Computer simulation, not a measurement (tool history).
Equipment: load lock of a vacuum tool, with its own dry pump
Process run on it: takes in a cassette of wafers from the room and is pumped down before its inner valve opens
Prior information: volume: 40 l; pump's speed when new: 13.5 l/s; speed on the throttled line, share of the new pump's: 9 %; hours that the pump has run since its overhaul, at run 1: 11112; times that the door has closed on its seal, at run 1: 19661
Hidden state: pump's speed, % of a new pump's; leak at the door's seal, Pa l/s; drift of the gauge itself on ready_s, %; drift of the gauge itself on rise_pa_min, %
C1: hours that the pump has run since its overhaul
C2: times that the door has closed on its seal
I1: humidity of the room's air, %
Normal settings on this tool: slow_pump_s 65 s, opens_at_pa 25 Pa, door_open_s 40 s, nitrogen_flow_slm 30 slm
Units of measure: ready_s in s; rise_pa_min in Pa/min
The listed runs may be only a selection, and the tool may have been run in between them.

run 1 hour=0 | slow_pump_s=65 opens_at_pa=25 door_open_s=40 nitrogen_flow_slm=30 | C1=11112 C2=19661 | I1=46.7 | ready_s=88.6 rise_pa_min=0.246
run 2 hour=419.3 | slow_pump_s=65 opens_at_pa=25 door_open_s=40 nitrogen_flow_slm=30 | C1=11532 C2=20638 | I1=44.7 | ready_s=87.5 rise_pa_min=0.27
run 3 hour=930.8 | slow_pump_s=65 opens_at_pa=25 door_open_s=40 nitrogen_flow_slm=30 | C1=12043 C2=21830 | I1=45.8 | ready_s=88.9 rise_pa_min=0.291
run 4 hour=1402.2 | slow_pump_s=65 opens_at_pa=25 door_open_s=40 nitrogen_flow_slm=6 | C1=12515 C2=22928 | I1=44 | ready_s=88.5 rise_pa_min=0.338
run 5 hour=1848.2 | slow_pump_s=65 opens_at_pa=25 door_open_s=40 nitrogen_flow_slm=6 | C1=12961 C2=23967 | I1=43.9 | ready_s=89.6 rise_pa_min=0.351
run 6 hour=2327.7 | slow_pump_s=65 opens_at_pa=25 door_open_s=40 nitrogen_flow_slm=30 | C1=13440 C2=25084 | I1=44.9 | ready_s=88.5 rise_pa_min=0.365
-- hour=2577.7 door's seal changed, seat wiped
run 7 hour=2814.1 | slow_pump_s=65 opens_at_pa=25 door_open_s=36 nitrogen_flow_slm=30 | C1=13925 C2=550 | I1=45.3 | ready_s=88.9 rise_pa_min=0.029
run 8 hour=3244.7 | slow_pump_s=65 opens_at_pa=25 door_open_s=36 nitrogen_flow_slm=30 | C1=14356 C2=1554 | I1=45 | ready_s=88.9 rise_pa_min=0.033
-- hour=3297.8 dry pump taken out, an overhauled one fitted
run 9 hour=3790.6 | slow_pump_s=65 opens_at_pa=25 door_open_s=36 nitrogen_flow_slm=30 | C1=493 C2=2812 | I1=42.8 | ready_s=83.2 rise_pa_min=0.038
run 10 hour=4122.3 | slow_pump_s=65 opens_at_pa=19 door_open_s=64 nitrogen_flow_slm=30 | C1=824 C2=3585 | I1=46.2 | ready_s=84.8 rise_pa_min=0.056
run 11 hour=4680.7 | slow_pump_s=36 opens_at_pa=39 door_open_s=40 nitrogen_flow_slm=19 | C1=1383 C2=4886 | I1=47.2 | ready_s=56 rise_pa_min=0.071
run 12 hour=5015.6 | slow_pump_s=74 opens_at_pa=26 door_open_s=29 nitrogen_flow_slm=28 | C1=1718 C2=5666 | I1=47.1 | ready_s=92.4 rise_pa_min=0.058
run 13 hour=5677.9 | slow_pump_s=74 opens_at_pa=26 door_open_s=29 nitrogen_flow_slm=28 | C1=2380 C2=7209 | I1=45.4 | ready_s=91.2 rise_pa_min=0.077
run 14 hour=5953.1 | slow_pump_s=33 opens_at_pa=25 door_open_s=60 nitrogen_flow_slm=22 | C1=2655 C2=7851 | I1=47.8 | ready_s=55.4 rise_pa_min=0.098
run 15 hour=6514.6 | slow_pump_s=75 opens_at_pa=25 door_open_s=60 nitrogen_flow_slm=22 | C1=3217 C2=9159 | I1=45.2 | ready_s=93.6 rise_pa_min=0.111
run 16 hour=6817.2 | slow_pump_s=69 opens_at_pa=25 door_open_s=40 nitrogen_flow_slm=30 | C1=3519 C2=9864 | I1=44.4 | ready_s=88.1 rise_pa_min=0.112
run 17 hour=7295 | slow_pump_s=69 opens_at_pa=25 door_open_s=40 nitrogen_flow_slm=30 | C1=3997 C2=10977 | I1=46.8 | ready_s=88.5 rise_pa_min=0.115

What if the next run were any one of these 3? Each begins from the tool's condition after run 17:
run A hour=7947.8 | slow_pump_s=101 opens_at_pa=28 door_open_s=84 nitrogen_flow_slm=30 | C1=4650 C2=12498 | I1=44.5 | ready_s=? rise_pa_min=?
run B hour=7947.8 | slow_pump_s=33 opens_at_pa=25 door_open_s=72 nitrogen_flow_slm=30 | C1=4650 C2=12498 | I1=46.5 | ready_s=? rise_pa_min=?
run C hour=7947.8 | slow_pump_s=104 opens_at_pa=25 door_open_s=124 nitrogen_flow_slm=30 | C1=4650 C2=12498 | I1=44.7 | ready_s=? rise_pa_min=?

run=A ready_s=117.9 rise_pa_min=0.153
run=B ready_s=56.1 rise_pa_min=0.153
run=C ready_s=120.6 rise_pa_min=0.162
Without the tool's hidden state the same runs would have given:
run=A ready_s=117 rise_pa_min=0.041
run=B ready_s=54.7 rise_pa_min=0.043
run=C ready_s=119.6 rise_pa_min=0.05

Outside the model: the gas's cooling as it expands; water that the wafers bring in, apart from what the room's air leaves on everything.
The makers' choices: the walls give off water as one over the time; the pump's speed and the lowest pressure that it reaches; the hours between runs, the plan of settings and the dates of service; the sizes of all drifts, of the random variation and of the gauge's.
